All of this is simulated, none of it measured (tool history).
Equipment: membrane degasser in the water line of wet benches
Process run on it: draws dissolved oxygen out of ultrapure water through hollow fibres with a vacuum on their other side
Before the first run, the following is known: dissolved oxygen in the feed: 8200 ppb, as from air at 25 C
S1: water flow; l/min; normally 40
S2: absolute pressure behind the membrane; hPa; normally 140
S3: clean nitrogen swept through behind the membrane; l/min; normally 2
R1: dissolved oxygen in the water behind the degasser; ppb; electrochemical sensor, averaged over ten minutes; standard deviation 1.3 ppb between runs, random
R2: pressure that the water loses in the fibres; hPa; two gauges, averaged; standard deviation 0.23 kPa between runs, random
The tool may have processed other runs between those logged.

Run 1, hour 0: usual settings. Result: R1 477.3 ppb, R2 593.1 hPa.
Run 2, hour 21: usual settings. Result: R1 478.6 ppb, R2 599.4 hPa.
Run 3, hour 56.2: usual settings. Result: R1 476.7 ppb, R2 598.4 hPa.
Run 4, hour 84.1: usual settings. Result: R1 479.4 ppb, R2 594 hPa.
Run 5, hour 119.1: usual settings. Result: R1 477.9 ppb, R2 596.9 hPa.
Run 6, hour 168: usual settings. Result: R1 474.4 ppb, R2 598.5 hPa.
Run 7, hour 190.1: usual settings. Result: R1 474.9 ppb, R2 592.1 hPa.
Run 8, hour 212: usual settings. Result: R1 472.4 ppb, R2 590.4 hPa.
Run 9, hour 252.5: usual settings but S3 1 l/min. Result: R1 807.5 ppb, R2 597.8 hPa.
Run 10, hour 282.3: usual settings but S2 230 hPa, S3 1 l/min. Result: R1 1381.4 ppb, R2 595.3 hPa.
Run 11, hour 305.9: usual settings but S2 147 hPa. Result: R1 501.2 ppb, R2 598.4 hPa.
Run 12, hour 334.2: usual settings but S2 147 hPa. Result: R1 501.1 ppb, R2 596.2 hPa.
Run 13, hour 374.7: usual settings but S2 147 hPa, S3 4.19 l/min. Result: R1 271.1 ppb, R2 600.2 hPa.
Run 14, hour 423.1: usual settings but S2 100 hPa. Result: R1 311 ppb, R2 598.3 hPa.
Run 15, hour 468.2: usual settings but S2 100 hPa. Result: R1 311.7 ppb, R2 594.6 hPa.
Run 16, hour 508.9: usual settings but S2 100 hPa. Result: R1 311.6 ppb, R2 594.6 hPa.
Run 17, hour 557.2: usual settings but S2 100 hPa. Result: R1 311.7 ppb, R2 597.1 hPa.
Run 18, hour 593: usual settings but S2 111 hPa, S3 3.3 l/min. Result: R1 236.6 ppb, R2 588.5 hPa.
Run 19, hour 614: usual settings but S1 26 l/min, S2 111 hPa, S3 3.3 l/min. Result: R1 152.1 ppb, R2 389.4 hPa.
Run 20, hour 645.8: usual settings but S1 26 l/min, S2 111 hPa, S3 3.3 l/min. Result: R1 151.5 ppb, R2 388 hPa.
Run 21, hour 691.4: usual settings but S1 26 l/min, S2 111 hPa, S3 1.06 l/min. Result: R1 407.2 ppb, R2 388.6 hPa.
Run 22, hour 738: usual settings but S1 26 l/min, S2 111 hPa, S3 1.06 l/min. Result: R1 406 ppb, R2 385.4 hPa.
Run 23, hour 766.4: usual settings but S1 26 l/min, S2 111 hPa, S3 1.06 l/min. Result: R1 404.3 ppb, R2 386.1 hPa.
Run 24, hour 791.6: usual settings but S1 26 l/min, S2 111 hPa, S3 1.06 l/min. Result: R1 404.6 ppb, R2 385.8 hPa.
Run 25, hour 830.2: usual settings but S2 201 hPa, S3 0.94 l/min. Result: R1 1239.2 ppb, R2 597.2 hPa.
Run 26, hour 873.7: usual settings but S1 49 l/min, S2 147 hPa, S3 2.66 l/min. Result: R1 477 ppb, R2 730.4 hPa.
Run 27, hour 894.8: usual settings but S1 49 l/min, S2 147 hPa, S3 2.66 l/min. Result: R1 475.6 ppb, R2 734.2 hPa.
Run 28, hour 941.1: usual settings but S1 49 l/min, S2 147 hPa, S3 2.66 l/min. Result: R1 477.2 ppb, R2 735.4 hPa.
Run 29, hour 983.7: usual settings but S1 58 l/min, S2 182 hPa, S3 2.66 l/min. Result: R1 702.5 ppb, R2 866.2 hPa.
Run 30, hour 1032.3: usual settings but S1 58 l/min, S2 182 hPa, S3 2.66 l/min. Result: R1 701.4 ppb, R2 864.6 hPa.
Run 31, hour 1079.8: usual settings but S1 44 l/min, S2 116 hPa, S3 1.34 l/min. Result: R1 556.2 ppb, R2 654.8 hPa.

Put back what was entered between runs (1 entry, withheld): which listed runs does each sit between, and how does the hidden state differ from the listed run before to the listed run after?
Run 13 -> run 14: vacuum gauge calibrated (hour 415)
  drift of the gauge itself on oxygen_ppb, %: -0.61 -> -0.69
  difference, measured minus the result without the unlogged condition, R1: -1.5 -> -2.1 ppb
